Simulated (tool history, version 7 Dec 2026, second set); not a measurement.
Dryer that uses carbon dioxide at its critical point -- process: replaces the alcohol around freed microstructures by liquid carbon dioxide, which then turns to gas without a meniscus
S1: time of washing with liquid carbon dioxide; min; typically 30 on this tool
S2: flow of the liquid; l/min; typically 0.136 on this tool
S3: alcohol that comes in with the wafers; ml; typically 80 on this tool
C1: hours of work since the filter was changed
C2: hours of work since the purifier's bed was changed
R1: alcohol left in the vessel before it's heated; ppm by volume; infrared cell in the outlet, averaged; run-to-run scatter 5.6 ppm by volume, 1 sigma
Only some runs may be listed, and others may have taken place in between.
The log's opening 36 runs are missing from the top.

-- hour=890.8 inlet filter changed
run 37 hour=903.4 | S1=29 S2=0.110 S3=30 | C1=8 C2=38 | R1=305
run 38 hour=937.3 | S1=29 S2=0.122 S3=112 | C1=28 C2=59 | R1=618
run 39 hour=958.1 | S1=30 S2=0.116 S3=79 | C1=41 C2=71 | R1=511
run 40 hour=982.0 | S1=30 S2=0.136 S3=33 | C1=55 C2=86 | R1=94
run 41 hour=999.1 | S1=32 S2=0.107 S3=34 | C1=66 C2=96 | R1=275
run 42 hour=1020.7 | S1=23 S2=0.144 S3=71 | C1=79 C2=109 | R1=634
run 43 hour=1042.8 | S1=22 S2=0.086 S3=74 | C1=92 C2=123 | R1=7064
run 44 hour=1075.4 | S1=23 S2=0.159 S3=74 | C1=112 C2=142 | R1=397
run 45 hour=1093.2 | S1=23 S2=0.159 S3=74 | C1=123 C2=153 | R1=396
run 46 hour=1108.4 | S1=23 S2=0.159 S3=114 | C1=132 C2=162 | R1=599
run 47 hour=1122.4 | S1=30 S2=0.153 S3=80 | C1=140 C2=171 | R1=126

Branching from run 47: 3 alternative next runs. What would each branch give?
run A hour=1140.4 | S1=21 S2=0.120 S3=32 | C1=151 C2=182 | R1=?
run B hour=1140.4 | S1=30 S2=0.136 S3=34 | C1=151 C2=182 | R1=?
run C hour=1140.4 | S1=23 S2=0.136 S3=43 | C1=151 C2=182 | R1=?

run=A R1=1145
run=B R1=129
run=C R1=581
Take away the tool's hidden state, keep each run's random variation, and the runs would have read:
run=A R1=929
run=B R1=72
run=C R1=438
